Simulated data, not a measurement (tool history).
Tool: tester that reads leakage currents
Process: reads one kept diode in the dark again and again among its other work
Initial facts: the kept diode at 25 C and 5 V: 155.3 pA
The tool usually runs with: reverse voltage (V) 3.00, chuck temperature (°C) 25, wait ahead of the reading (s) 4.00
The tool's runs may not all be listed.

run,day,reverse voltage (V),chuck temperature (°C),wait ahead of the reading (s),current that the tester gives (pA)
1,0.000,3.00,25,4.00,131.35
2,0.800,3.00,25,0.76,132.11
3,1.933,3.00,25,0.76,131.47
4,2.538,3.00,25,0.76,132.64
5,3.917,3.00,25,4.00,131.04
6,4.858,3.00,25,8.40,131.46
7,5.967,3.00,25,7.50,132.44
8,6.696,3.00,25,7.50,131.51
9,7.962,1.83,25,4.00,110.46
10,8.725,1.83,25,4.00,110.47
11,9.429,1.83,25,4.00,110.83
12,10.429,1.83,25,4.00,109.54
13,11.625,1.83,25,4.00,110.22
14,12.538,4.01,25,4.00,147.55
15,13.658,3.00,25,0.48,133.62
16,14.992,3.00,25,0.48,134.86
17,15.804,3.00,25,0.48,134.06
18,16.396,18.03,29,0.44,355.72
19,17.704,7.46,25,5.51,186.65
20,18.879,7.41,25,4.00,186.90
21,19.446,1.84,57,4.00,964.49
# day 19.654: chuck's temperature calibrated
22,20.679,1.20,45,0.61,391.12
23,21.600,1.20,45,0.61,390.82
24,22.608,1.20,45,0.61,392.99
# day 22.775: chuck's temperature calibrated, once more
25,23.975,1.20,45,0.61,377.47
26,25.183,1.20,45,0.61,376.94
27,25.846,18.48,25,4.00,257.48
28,27.246,18.48,25,4.00,258.30
29,28.475,18.48,25,4.00,260.00
30,29.567,13.24,30,0.55,332.24
31,30.396,13.24,30,0.55,332.67
32,31.283,13.24,28,0.47,291.29
33,32.296,1.57,28,0.47,130.42

4 ways to go on from here, each from the tool as it stands after run 33. What would each give?
A,33.629,10.91,28,2.82,?
B,33.629,4.97,34,0.70,?
C,33.629,3.00,25,0.61,?
D,33.629,1.19,31,6.63,?

run,current that the tester gives (pA)
A,264.78
B,305.59
C,132.85
D,144.40
Without the tool's hidden state the same runs would have given:
run,current that the tester gives (pA)
A,258.75
B,301.64
C,130.78
D,142.98

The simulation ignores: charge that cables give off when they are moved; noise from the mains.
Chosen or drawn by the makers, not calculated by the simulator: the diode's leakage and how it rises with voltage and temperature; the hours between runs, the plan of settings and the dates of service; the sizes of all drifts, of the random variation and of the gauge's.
